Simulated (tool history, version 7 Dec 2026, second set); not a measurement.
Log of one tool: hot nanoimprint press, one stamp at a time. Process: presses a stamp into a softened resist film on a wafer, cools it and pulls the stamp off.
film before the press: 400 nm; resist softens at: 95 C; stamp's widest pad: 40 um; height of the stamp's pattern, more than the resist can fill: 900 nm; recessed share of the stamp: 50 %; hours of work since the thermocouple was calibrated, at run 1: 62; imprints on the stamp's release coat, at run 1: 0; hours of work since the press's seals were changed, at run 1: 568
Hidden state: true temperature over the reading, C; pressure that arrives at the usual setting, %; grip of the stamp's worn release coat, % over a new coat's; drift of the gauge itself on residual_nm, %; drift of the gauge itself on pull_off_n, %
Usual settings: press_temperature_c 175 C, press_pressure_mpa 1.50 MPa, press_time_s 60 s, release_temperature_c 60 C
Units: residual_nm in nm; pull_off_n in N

run	hour	press_temperature_c	press_pressure_mpa	press_time_s	release_temperature_c	hours of work since the thermocouple was calibrated	imprints on the stamp's release coat	hours of work since the press's seals were changed	residual_nm	pull_off_n
1	0.0	175	1.50	60	60	62	0	568	158.8	171
2	23.2	175	1.50	60	60	76	94	582	158.4	176
3	45.8	174	1.50	60	60	89	185	596	166.3	178
# hour 70.3: press's hydraulic seals changed and the load cell set to zero
4	74.8	169	1.50	60	60	102	270	3	201.2	188
5	87.4	169	1.50	60	60	109	321	10	200.1	189
6	107.6	175	1.50	68	60	121	402	22	150.6	191
7	122.0	175	1.49	60	60	130	461	31	159.0	194
# hour 143.1: stamp cleaned and given a new release coat
8	146.9	175	1.49	60	60	141	16	42	159.4	171
9	162.5	175	1.49	60	60	150	79	51	159.6	178
10	175.3	175	1.49	60	60	158	130	59	159.5	176
# hour 179.5: plate thermocouple calibrated
11	194.0	175	1.49	60	60	9	194	68	161.0	183
12	206.2	175	1.49	60	60	16	243	75	162.1	189
13	231.0	175	1.50	60	60	31	344	90	162.0	190
14	243.0	175	1.50	60	60	38	392	97	162.6	199
15	260.4	175	1.50	60	60	48	462	108	163.6	195
# hour 282.2: stamp cleaned and given a new release coat
# hour 287.1: plate thermocouple calibrated, once more
16	294.9	175	1.50	60	60	5	40	123	156.4	170
17	310.5	175	1.50	60	60	14	103	132	155.5	174
18	336.8	175	1.50	60	63	29	209	148	156.3	170
19	360.8	175	2.12	36	63	44	306	162	157.3	172
20	381.4	176	2.17	60	60	56	389	174	123.7	191
21	404.9	176	2.17	60	60	70	484	188	123.3	199
# hour 422.0: stamp cleaned and given a new release coat
22	424.2	167	1.50	60	63	78	9	196	217.4	161
23	439.7	167	1.50	60	63	87	72	205	218.3	163
24	455.9	169	1.50	33	60	97	137	215	246.2	178
25	470.9	165	0.93	50	46	106	198	224	293.9	230
26	499.5	175	1.27	75	60	123	314	241	159.1	190
27	513.1	184	1.14	75	60	131	368	249	119.7	192
28	526.8	184	1.14	75	60	139	424	257	119.3	196
# hour 558.4: stamp cleaned and given a new release coat
29	561.4	184	1.14	75	60	156	12	274	120.1	170
30	580.8	180	1.50	116	60	167	91	286	102.4	177

4 ways to go on from here, each from the tool as it stands after run 30. What would each give?
A	610.4	180	1.89	42	58	185	210	303	?	?
B	610.4	180	1.92	113	60	185	210	303	?	?
C	610.4	171	1.68	97	60	185	210	303	?	?
D	610.4	180	1.50	116	61	185	210	303	?	?

run	residual_nm	pull_off_n
A	133.6	190
B	90.1	185
C	151.8	182
D	102.2	177
Without the tool's hidden state the same runs would have given:
run	residual_nm	pull_off_n
A	127.3	176
B	85.7	170
C	144.4	168
D	97.5	163
